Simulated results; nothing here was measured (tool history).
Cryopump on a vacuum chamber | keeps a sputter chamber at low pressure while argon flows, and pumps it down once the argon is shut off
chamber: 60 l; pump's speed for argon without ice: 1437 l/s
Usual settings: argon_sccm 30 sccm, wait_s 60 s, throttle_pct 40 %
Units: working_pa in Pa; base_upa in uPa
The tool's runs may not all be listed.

Run 1, hour 0: usual settings. Result: working_pa 0.0933 Pa, base_upa 2.8 uPa.
Run 2, hour 52.6: usual settings. Result: working_pa 0.0934 Pa, base_upa 2.97 uPa.
Run 3, hour 105.3: usual settings. Result: working_pa 0.0946 Pa, base_upa 3.18 uPa.
Run 4, hour 148.5: usual settings but throttle_pct 30 %. Result: working_pa 0.1244 Pa, base_upa 3.02 uPa.
Run 5, hour 187.6: usual settings but throttle_pct 30 %. Result: working_pa 0.1248 Pa, base_upa 3.07 uPa.
Run 6, hour 221: usual settings but throttle_pct 53 %. Result: working_pa 0.0726 Pa, base_upa 3.22 uPa.
Run 7, hour 249.5: usual settings. Result: working_pa 0.0949 Pa, base_upa 3.31 uPa.
Run 8, hour 275.2: usual settings. Result: working_pa 0.096 Pa, base_upa 3.22 uPa.
Run 9, hour 323.5: usual settings. Result: working_pa 0.0967 Pa, base_upa 3.3 uPa.
Run 10, hour 350: usual settings. Result: working_pa 0.0961 Pa, base_upa 3.4 uPa.
At hour 396.2: pump warmed up, emptied and cooled again.
Run 11, hour 398.4: usual settings. Result: working_pa 0.0892 Pa, base_upa 3 uPa.
Run 12, hour 425.8: usual settings. Result: working_pa 0.0892 Pa, base_upa 3.1 uPa.
Run 13, hour 474.1: usual settings but throttle_pct 16 %. Result: working_pa 0.2196 Pa, base_upa 3.16 uPa.
Run 14, hour 509.5: usual settings but throttle_pct 16 %. Result: working_pa 0.2218 Pa, base_upa 3.17 uPa.
Run 15, hour 562.1: usual settings but argon_sccm 41 sccm, throttle_pct 16 %. Result: working_pa 0.3024 Pa, base_upa 3.13 uPa.
Run 16, hour 600.4: usual settings but argon_sccm 41 sccm, throttle_pct 16 %. Result: working_pa 0.3031 Pa, base_upa 3.18 uPa.
Run 17, hour 645.8: usual settings but argon_sccm 41 sccm, throttle_pct 16 %. Result: working_pa 0.3041 Pa, base_upa 3.29 uPa.
Run 18, hour 671.4: usual settings but argon_sccm 50 sccm, wait_s 64 s, throttle_pct 29 %. Result: working_pa 0.2067 Pa, base_upa 3.22 uPa.
Run 19, hour 718.2: usual settings but argon_sccm 42 sccm, wait_s 135 s, throttle_pct 16 %. Result: working_pa 0.3113 Pa, base_upa 2.52 uPa.
Run 20, hour 766.1: usual settings but argon_sccm 42 sccm, wait_s 117 s, throttle_pct 42 %. Result: working_pa 0.1207 Pa, base_upa 2.63 uPa.
Run 21, hour 792.6: usual settings but argon_sccm 42 sccm, wait_s 117 s, throttle_pct 42 %. Result: working_pa 0.1216 Pa, base_upa 2.67 uPa.
Run 22, hour 832.5: usual settings but argon_sccm 18 sccm, wait_s 34 s, throttle_pct 30 %. Result: working_pa 0.0727 Pa, base_upa 4.54 uPa.
Run 23, hour 873.1: usual settings but argon_sccm 49 sccm. Result: working_pa 0.1487 Pa, base_upa 3.47 uPa.
Run 24, hour 905.7: usual settings but argon_sccm 49 sccm. Result: working_pa 0.1495 Pa, base_upa 3.49 uPa.
Run 25, hour 955.5: usual settings but argon_sccm 49 sccm. Result: working_pa 0.1513 Pa, base_upa 3.53 uPa.
At hour 962.2: leaking fittings of the chamber tightened, without venting.
Run 26, hour 996.1: usual settings but argon_sccm 18 sccm. Result: working_pa 0.0553 Pa, base_upa 1.71 uPa.
Run 27, hour 1049.4: usual settings but argon_sccm 18 sccm. Result: working_pa 0.0566 Pa, base_upa 1.79 uPa.
Run 28, hour 1091.1: usual settings but argon_sccm 12 sccm. Result: working_pa 0.0376 Pa, base_upa 1.79 uPa.
Run 29, hour 1115: usual settings but argon_sccm 34 sccm, throttle_pct 35 %. Result: working_pa 0.1201 Pa, base_upa 1.74 uPa.
Run 30, hour 1164.4: usual settings but throttle_pct 27 %. Result: working_pa 0.1356 Pa, base_upa 1.82 uPa.
Run 31, hour 1208: usual settings but argon_sccm 35 sccm, wait_s 72 s, throttle_pct 57 %. Result: working_pa 0.0803 Pa, base_upa 1.59 uPa.
Run 32, hour 1255.2: usual settings but argon_sccm 12 sccm. Result: working_pa 0.0381 Pa, base_upa 1.91 uPa.
Run 33, hour 1308.7: usual settings but argon_sccm 20 sccm, wait_s 115 s, throttle_pct 30 %. Result: working_pa 0.083 Pa, base_upa 1.22 uPa.

Forecast each of these 5 alternatives for the next run:
Run A, hour 1355.3: usual settings but argon_sccm 22 sccm, wait_s 115 s, throttle_pct 33 %. Result: working_pa ?, base_upa ?.
Run B, hour 1355.3: usual settings but wait_s 96 s. Result: working_pa ?, base_upa ?.
Run C, hour 1355.3: usual settings but argon_sccm 15 sccm, wait_s 50 s, throttle_pct 19 %. Result: working_pa ?, base_upa ?.
Run D, hour 1355.3: usual settings but argon_sccm 40 sccm, wait_s 156 s, throttle_pct 17 %. Result: working_pa ?, base_upa ?.
Run E, hour 1355.3: usual settings but argon_sccm 22 sccm, wait_s 153 s, throttle_pct 24 %. Result: working_pa ?, base_upa ?.

run  working_pa  base_upa
  A      0.0827      1.31
  B      0.0949      1.48
  C      0.0958      2.31
  D      0.2859      1.06
  E      0.1126      1.11
Without the tool's hidden state the same runs would have given:
run  working_pa  base_upa
  A      0.0779      0.97
  B      0.0884      1.14
  C      0.0926      1.97
  D      0.2772      0.73
  E      0.1079      0.78

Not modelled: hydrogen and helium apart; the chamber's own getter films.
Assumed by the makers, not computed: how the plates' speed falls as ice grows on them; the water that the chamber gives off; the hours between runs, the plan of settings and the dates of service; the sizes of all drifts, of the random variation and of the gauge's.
